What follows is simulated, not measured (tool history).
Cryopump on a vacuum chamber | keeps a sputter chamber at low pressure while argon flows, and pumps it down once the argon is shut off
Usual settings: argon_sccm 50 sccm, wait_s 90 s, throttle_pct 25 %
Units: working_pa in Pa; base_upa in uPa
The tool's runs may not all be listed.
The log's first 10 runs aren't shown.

run,day,argon_sccm,wait_s,throttle_pct,hours of work since the pump was warmed up and emptied,hours of work since the cold head was overhauled,hours of work since the chamber's fittings were tightened,working_pa,base_upa
11,34.300,50,90,42,243,2423,373,0.1562,1.49
12,36.483,50,90,45,280,2461,410,0.1454,1.61
13,40.458,50,90,45,348,2529,478,0.1463,1.72
14,42.575,50,90,45,384,2565,514,0.1464,1.78
15,46.396,50,90,45,450,2630,579,0.1489,1.93
16,48.788,50,90,25,491,2671,620,0.2602,2.02
17,52.075,49,90,25,547,2727,677,0.2581,2.11
18,55.846,94,188,16,611,2792,741,0.7632,1.95
19,58.288,94,188,16,653,2834,783,0.7615,2.02
20,62.904,78,282,25,732,2913,862,0.4089,2.19
21,65.267,50,29,25,773,2953,902,0.2646,3.77
22,69.100,50,29,25,838,3019,968,0.2653,4.07
23,71.275,36,115,17,875,3056,1005,0.2744,2.79
# day 72.775: leaking fittings of the chamber tightened, without venting
24,74.533,38,243,15,930,3110,30,0.3297,0.55
25,78.571,38,243,15,999,3179,99,0.3320,0.69
26,82.421,50,90,28,1064,3245,165,0.2392,1.25
# day 84.033: pump warmed up, emptied and cooled again
27,85.792,50,90,28,30,3299,219,0.2277,1.21
28,87.704,26,34,25,63,3332,252,0.1332,2.25
29,90.271,26,34,25,107,3376,296,0.1335,2.39
30,94.062,82,160,25,171,3440,360,0.4244,1.25
31,96.112,82,160,25,207,3475,396,0.4244,1.30
32,99.512,40,21,25,265,3534,454,0.2061,3.64
33,102.746,27,134,38,320,3589,509,0.0941,1.57

3 ways to go on from here, each from the tool as it stands after run 33. What would each give?
A,107.225,21,35,38,397,3665,585,?,?
B,107.225,27,114,38,397,3665,585,?,?
C,107.225,45,134,38,397,3665,585,?,?

run,working_pa,base_upa
A,0.0729,2.79
B,0.0935,1.83
C,0.1557,1.70
Without the tool's hidden state the same runs would have given:
run,working_pa,base_upa
A,0.0704,1.70
B,0.0903,0.71
C,0.1503,0.60
